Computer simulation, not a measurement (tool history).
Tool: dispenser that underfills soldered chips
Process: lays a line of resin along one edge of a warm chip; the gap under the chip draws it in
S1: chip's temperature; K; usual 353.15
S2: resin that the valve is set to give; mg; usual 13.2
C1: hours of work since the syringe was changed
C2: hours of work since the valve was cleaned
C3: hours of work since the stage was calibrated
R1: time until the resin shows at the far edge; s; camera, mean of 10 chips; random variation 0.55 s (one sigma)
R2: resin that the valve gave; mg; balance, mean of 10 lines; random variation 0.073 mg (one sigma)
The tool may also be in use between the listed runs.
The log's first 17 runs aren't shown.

| run | day | S1 | S2 | C1 | C2 | C3 | R1 | R2 |
|---|---|---|---|---|---|---|---|---|
| 18 | 2.154 | 339.15 | 13.2 | 9 | 92 | 44 | 161.5 | 12.08 |
|  | 2.221 | new syringe of resin |
| 19 | 2.3 | 339.15 | 13.2 | 1 | 94 | 46 | 101.3 | 12.1 |
| 20 | 2.442 | 339.15 | 13.2 | 3 | 96 | 48 | 115.6 | 12.02 |
| 21 | 2.596 | 367.15 | 11.3 | 6 | 98 | 50 | 31.3 | 10.27 |
|  | 2.738 | dispensing valve cleaned and set on the balance |
| 22 | 2.771 | 359.15 | 16 | 8 | 0 | 52 | 47.6 | 15.94 |
| 23 | 2.9 | 359.15 | 12.7 | 10 | 2 | 54 | 54.7 | 12.74 |
|  | 2.962 | new syringe of resin |
| 24 | 3.046 | 359.15 | 12.7 | 1 | 4 | 56 | 35.6 | 12.74 |
| 25 | 3.208 | 339.15 | 13.2 | 4 | 7 | 59 | 114.8 | 13.14 |
| 26 | 3.317 | 365.15 | 13.2 | 5 | 8 | 60 | 32.8 | 13.15 |
| 27 | 3.479 | 339.15 | 15.1 | 8 | 11 | 63 | 140.6 | 15.09 |
|  | 3.646 | new syringe of resin |
| 28 | 3.683 | 339.15 | 15.1 | 1 | 14 | 66 | 96 | 14.82 |
| 29 | 3.812 | 358.15 | 12.5 | 3 | 16 | 68 | 40.2 | 12.35 |
| 30 | 3.975 | 346.15 | 12.5 | 5 | 18 | 70 | 85.5 | 12.29 |
| 31 | 4.071 | 361.15 | 15.2 | 6 | 20 | 72 | 41.2 | 14.97 |
| 32 | 4.258 | 361.15 | 15.2 | 9 | 22 | 74 | 48.1 | 15.12 |
|  | 4.329 | new syringe of resin |
| 33 | 4.396 | 361.15 | 15.2 | 1 | 24 | 76 | 30.9 | 15.03 |
| 34 | 4.479 | 347.15 | 11.9 | 2 | 26 | 78 | 70.1 | 11.64 |
| 35 | 4.662 | 367.15 | 15.6 | 5 | 28 | 80 | 29 | 15.16 |
| 36 | 4.75 | 356.15 | 11.3 | 6 | 30 | 82 | 54.6 | 11.06 |
| 37 | 4.875 | 356.15 | 11.3 | 8 | 32 | 84 | 60.2 | 11.02 |

4 ways to go on from here, each from the tool as it stands after run 37. What would each give?
| A | 4.962 | 355.15 | 13.2 | 10 | 33 | 85 | ? | ? |
| B | 4.962 | 348.15 | 11.3 | 10 | 33 | 85 | ? | ? |
| C | 4.962 | 353.15 | 13.3 | 10 | 33 | 85 | ? | ? |
| D | 4.962 | 356.15 | 13.5 | 10 | 33 | 85 | ? | ? |

| run | R1 | R2 |
|---|---|---|
| A | 66.1 | 12.79 |
| B | 97.6 | 10.94 |
| C | 74.3 | 12.9 |
| D | 63 | 13.11 |
Without the tool's hidden state the same runs would have given:
| run | R1 | R2 |
|---|---|---|
| A | 41.6 | 13.15 |
| B | 61 | 11.25 |
| C | 46.8 | 13.27 |
| D | 39.6 | 13.48 |
